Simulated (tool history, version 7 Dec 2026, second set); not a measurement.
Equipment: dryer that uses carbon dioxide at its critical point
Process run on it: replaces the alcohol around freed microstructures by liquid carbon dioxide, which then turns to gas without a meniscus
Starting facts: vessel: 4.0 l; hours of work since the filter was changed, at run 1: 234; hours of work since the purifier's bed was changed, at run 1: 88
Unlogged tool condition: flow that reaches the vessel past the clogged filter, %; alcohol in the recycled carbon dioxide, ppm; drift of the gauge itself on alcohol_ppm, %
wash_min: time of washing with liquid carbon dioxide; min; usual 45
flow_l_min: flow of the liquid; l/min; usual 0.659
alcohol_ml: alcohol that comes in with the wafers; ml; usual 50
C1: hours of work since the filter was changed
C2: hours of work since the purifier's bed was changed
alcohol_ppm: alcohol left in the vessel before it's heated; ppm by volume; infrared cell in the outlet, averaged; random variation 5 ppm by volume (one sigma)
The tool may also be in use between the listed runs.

Run 1, hour 0: usual settings; C1 234; C2 88. Result: alcohol_ppm 40 ppm by volume.
Run 2, hour 64.8: usual settings; C1 261; C2 116. Result: alcohol_ppm 53 ppm by volume.
Run 3, hour 116.6: usual settings; C1 282; C2 137. Result: alcohol_ppm 43 ppm by volume.
Run 4, hour 174: usual settings; C1 307; C2 161. Result: alcohol_ppm 46 ppm by volume.
Run 5, hour 202: usual settings but wash_min 36 min; C1 318; C2 173. Result: alcohol_ppm 133 ppm by volume.
Run 6, hour 250.6: usual settings but wash_min 36 min, flow_l_min 0.696 l/min; C1 339; C2 193. Result: alcohol_ppm 120 ppm by volume.
Run 7, hour 291.3: usual settings but wash_min 36 min, flow_l_min 0.696 l/min; C1 356; C2 210. Result: alcohol_ppm 117 ppm by volume.
Run 8, hour 353.8: usual settings but wash_min 36 min, flow_l_min 0.696 l/min; C1 382; C2 237. Result: alcohol_ppm 122 ppm by volume.
Run 9, hour 384.6: usual settings but wash_min 36 min, flow_l_min 0.696 l/min; C1 395; C2 250. Result: alcohol_ppm 134 ppm by volume.
Run 10, hour 425.1: usual settings; C1 412; C2 267. Result: alcohol_ppm 62 ppm by volume.
Run 11, hour 468.5: usual settings; C1 430; C2 285. Result: alcohol_ppm 79 ppm by volume.
Run 12, hour 508.6: usual settings; C1 447; C2 302. Result: alcohol_ppm 71 ppm by volume.
Run 13, hour 570.7: usual settings but alcohol_ml 72 ml; C1 473; C2 328. Result: alcohol_ppm 110 ppm by volume.
Run 14, hour 606.8: usual settings but alcohol_ml 72 ml; C1 488; C2 343. Result: alcohol_ppm 110 ppm by volume.
At hour 612.8: inlet filter changed.
Run 15, hour 641: usual settings but alcohol_ml 72 ml; C1 12; C2 357. Result: alcohol_ppm 47 ppm by volume.
Run 16, hour 686.9: usual settings; C1 31; C2 376. Result: alcohol_ppm 42 ppm by volume.
Run 17, hour 739.9: usual settings; C1 53; C2 398. Result: alcohol_ppm 54 ppm by volume.
Run 18, hour 787.8: usual settings; C1 73; C2 418. Result: alcohol_ppm 58 ppm by volume.
Run 19, hour 845.6: usual settings but flow_l_min 0.49 l/min; C1 98; C2 442. Result: alcohol_ppm 137 ppm by volume.
Run 20, hour 881.5: usual settings but flow_l_min 0.492 l/min; C1 113; C2 457. Result: alcohol_ppm 151 ppm by volume.
Run 21, hour 914.3: usual settings but flow_l_min 0.492 l/min; C1 126; C2 471. Result: alcohol_ppm 150 ppm by volume.
Run 22, hour 943.1: usual settings but wash_min 35 min, flow_l_min 0.428 l/min, alcohol_ml 46 ml; C1 138; C2 483. Result: alcohol_ppm 548 ppm by volume.
Run 23, hour 973.1: usual settings but wash_min 35 min, flow_l_min 0.428 l/min, alcohol_ml 46 ml; C1 151; C2 496. Result: alcohol_ppm 552 ppm by volume.
Run 24, hour 1012.5: usual settings but wash_min 35 min, flow_l_min 0.428 l/min, alcohol_ml 46 ml; C1 168; C2 512. Result: alcohol_ppm 563 ppm by volume.
Run 25, hour 1051.3: usual settings but flow_l_min 0.867 l/min; C1 184; C2 529. Result: alcohol_ppm 47 ppm by volume.
Run 26, hour 1098.6: usual settings but flow_l_min 0.867 l/min; C1 204; C2 548. Result: alcohol_ppm 38 ppm by volume.
Run 27, hour 1134.5: usual settings but wash_min 64 min, flow_l_min 0.888 l/min, alcohol_ml 77 ml; C1 219; C2 564. Result: alcohol_ppm 37 ppm by volume.
Run 28, hour 1191.1: usual settings but wash_min 64 min, flow_l_min 0.888 l/min, alcohol_ml 77 ml; C1 242; C2 587. Result: alcohol_ppm 43 ppm by volume.
Run 29, hour 1242.7: usual settings but wash_min 64 min, flow_l_min 0.888 l/min, alcohol_ml 77 ml; C1 264; C2 609. Result: alcohol_ppm 26 ppm by volume.
Run 30, hour 1304.5: usual settings but wash_min 64 min, flow_l_min 0.888 l/min, alcohol_ml 77 ml; C1 290; C2 635. Result: alcohol_ppm 36 ppm by volume.
At hour 1338.8: purifier's bed changed.
Run 31, hour 1349.6: usual settings but wash_min 64 min, flow_l_min 0.888 l/min, alcohol_ml 77 ml; C1 308; C2 5. Result: alcohol_ppm 3 ppm by volume.
Run 32, hour 1385.5: usual settings but wash_min 29 min, flow_l_min 0.444 l/min, alcohol_ml 77 ml; C1 323; C2 20. Result: alcohol_ppm 1587 ppm by volume.
Run 33, hour 1446.5: usual settings but wash_min 38 min, flow_l_min 0.991 l/min, alcohol_ml 33 ml; C1 348; C2 45. Result: alcohol_ppm 12 ppm by volume.
Run 34, hour 1475.9: usual settings but wash_min 38 min, flow_l_min 0.991 l/min, alcohol_ml 33 ml; C1 361; C2 57. Result: alcohol_ppm 8 ppm by volume.
Run 35, hour 1521: usual settings but wash_min 38 min, flow_l_min 0.991 l/min, alcohol_ml 33 ml; C1 379; C2 76. Result: alcohol_ppm 12 ppm by volume.
Run 36, hour 1561.3: usual settings but alcohol_ml 111 ml; C1 396; C2 93. Result: alcohol_ppm 101 ppm by volume.
Run 37, hour 1598.2: usual settings but wash_min 34 min, alcohol_ml 93 ml; C1 412; C2 109. Result: alcohol_ppm 354 ppm by volume.
Run 38, hour 1659.1: usual settings but wash_min 27 min, flow_l_min 0.863 l/min, alcohol_ml 53 ml; C1 437; C2 134. Result: alcohol_ppm 175 ppm by volume.
Run 39, hour 1723.3: usual settings but wash_min 27 min, flow_l_min 0.863 l/min, alcohol_ml 53 ml; C1 464; C2 161. Result: alcohol_ppm 187 ppm by volume.
Run 40, hour 1759: usual settings but wash_min 62 min, alcohol_ml 29 ml; C1 479; C2 176. Result: alcohol_ppm 18 ppm by volume.
At hour 1784.4: inlet filter changed.
Run 41, hour 1812.9: usual settings but wash_min 62 min, alcohol_ml 29 ml; C1 12; C2 198. Result: alcohol_ppm 30 ppm by volume.
Run 42, hour 1843: usual settings but wash_min 62 min, alcohol_ml 29 ml; C1 25; C2 211. Result: alcohol_ppm 25 ppm by volume.

4 ways to go on from here, each from the tool as it stands after run 42. What would each give?
Run A, hour 1882.1: usual settings but wash_min 31 min, flow_l_min 0.459 l/min, alcohol_ml 49 ml; C1 41; C2 227. Result: alcohol_ppm ?.
Run B, hour 1882.1: usual settings but wash_min 51 min, flow_l_min 0.593 l/min, alcohol_ml 20 ml; C1 41; C2 227. Result: alcohol_ppm ?.
Run C, hour 1882.1: usual settings but wash_min 38 min, alcohol_ml 29 ml; C1 41; C2 227. Result: alcohol_ppm ?.
Run D, hour 1882.1: usual settings but alcohol_ml 26 ml; C1 41; C2 227. Result: alcohol_ppm ?.

run  alcohol_ppm
  A          593
  B           21
  C           53
  D           24
Without the tool's hidden state the same runs would have given:
run  alcohol_ppm
  A          554
  B            7
  C           37
  D            9
